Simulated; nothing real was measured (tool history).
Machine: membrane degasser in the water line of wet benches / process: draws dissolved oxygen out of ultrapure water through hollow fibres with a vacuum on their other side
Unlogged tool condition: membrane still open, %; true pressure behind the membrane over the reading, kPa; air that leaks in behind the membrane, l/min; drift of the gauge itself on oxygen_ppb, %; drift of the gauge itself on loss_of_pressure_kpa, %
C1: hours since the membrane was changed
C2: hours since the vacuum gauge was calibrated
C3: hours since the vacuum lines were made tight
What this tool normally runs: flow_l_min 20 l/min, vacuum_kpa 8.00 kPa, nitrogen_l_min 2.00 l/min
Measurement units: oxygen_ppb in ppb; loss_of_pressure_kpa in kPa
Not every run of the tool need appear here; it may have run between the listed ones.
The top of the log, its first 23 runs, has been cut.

run 24 hour=2322.9 | flow_l_min=16 vacuum_kpa=17.93 nitrogen_l_min=4.06 | C1=7895 C2=2816 C3=1366 | oxygen_ppb=175.8 loss_of_pressure_kpa=43.11
run 25 hour=2394.4 | flow_l_min=23 vacuum_kpa=6.82 nitrogen_l_min=1.76 | C1=7966 C2=2887 C3=1438 | oxygen_ppb=175.5 loss_of_pressure_kpa=61.60
run 26 hour=2529.7 | flow_l_min=23 vacuum_kpa=6.82 nitrogen_l_min=1.76 | C1=8101 C2=3022 C3=1573 | oxygen_ppb=173.5 loss_of_pressure_kpa=61.58
run 27 hour=2588.3 | flow_l_min=14 vacuum_kpa=8.00 nitrogen_l_min=2.30 | C1=8160 C2=3081 C3=1631 | oxygen_ppb=101.5 loss_of_pressure_kpa=37.47
-- hour=2644.4 gauge calibrated
run 28 hour=2692.4 | flow_l_min=19 vacuum_kpa=8.00 nitrogen_l_min=1.33 | C1=8264 C2=3185 C3=1736 | oxygen_ppb=203.8 loss_of_pressure_kpa=52.15
run 29 hour=2794.6 | flow_l_min=14 vacuum_kpa=8.00 nitrogen_l_min=4.02 | C1=8366 C2=3287 C3=1838 | oxygen_ppb=70.8 loss_of_pressure_kpa=38.37
run 30 hour=2908.1 | flow_l_min=20 vacuum_kpa=5.62 nitrogen_l_min=3.27 | C1=8480 C2=3401 C3=1951 | oxygen_ppb=87.4 loss_of_pressure_kpa=54.59
run 31 hour=2993.4 | flow_l_min=19 vacuum_kpa=19.24 nitrogen_l_min=4.94 | C1=8565 C2=3486 C3=2036 | oxygen_ppb=197.4 loss_of_pressure_kpa=52.19

Alternative continuations, all from the tool just after run 31; predict every row:
run A hour=3064.2 | flow_l_min=22 vacuum_kpa=19.24 nitrogen_l_min=4.94 | C1=8636 C2=3557 C3=2107 | oxygen_ppb=? loss_of_pressure_kpa=?
run B hour=3064.2 | flow_l_min=14 vacuum_kpa=9.40 nitrogen_l_min=2.58 | C1=8636 C2=3557 C3=2107 | oxygen_ppb=? loss_of_pressure_kpa=?
run C hour=3064.2 | flow_l_min=16 vacuum_kpa=19.75 nitrogen_l_min=1.48 | C1=8636 C2=3557 C3=2107 | oxygen_ppb=? loss_of_pressure_kpa=?
run D hour=3064.2 | flow_l_min=17 vacuum_kpa=10.13 nitrogen_l_min=4.11 | C1=8636 C2=3557 C3=2107 | oxygen_ppb=? loss_of_pressure_kpa=?
run E hour=3064.2 | flow_l_min=20 vacuum_kpa=8.00 nitrogen_l_min=5.93 | C1=8636 C2=3557 C3=2107 | oxygen_ppb=? loss_of_pressure_kpa=?

run=A oxygen_ppb=228.4 loss_of_pressure_kpa=60.15
run=B oxygen_ppb=110.3 loss_of_pressure_kpa=38.22
run=C oxygen_ppb=442.7 loss_of_pressure_kpa=43.82
run=D oxygen_ppb=111.5 loss_of_pressure_kpa=46.43
run=E oxygen_ppb=94.7 loss_of_pressure_kpa=54.48
Had the tool no hidden state, the same runs would have come out as:
run=A oxygen_ppb=228.1 loss_of_pressure_kpa=60.32
run=B oxygen_ppb=110.1 loss_of_pressure_kpa=38.32
run=C oxygen_ppb=442.4 loss_of_pressure_kpa=43.94
run=D oxygen_ppb=111.2 loss_of_pressure_kpa=46.56
run=E oxygen_ppb=94.4 loss_of_pressure_kpa=54.63
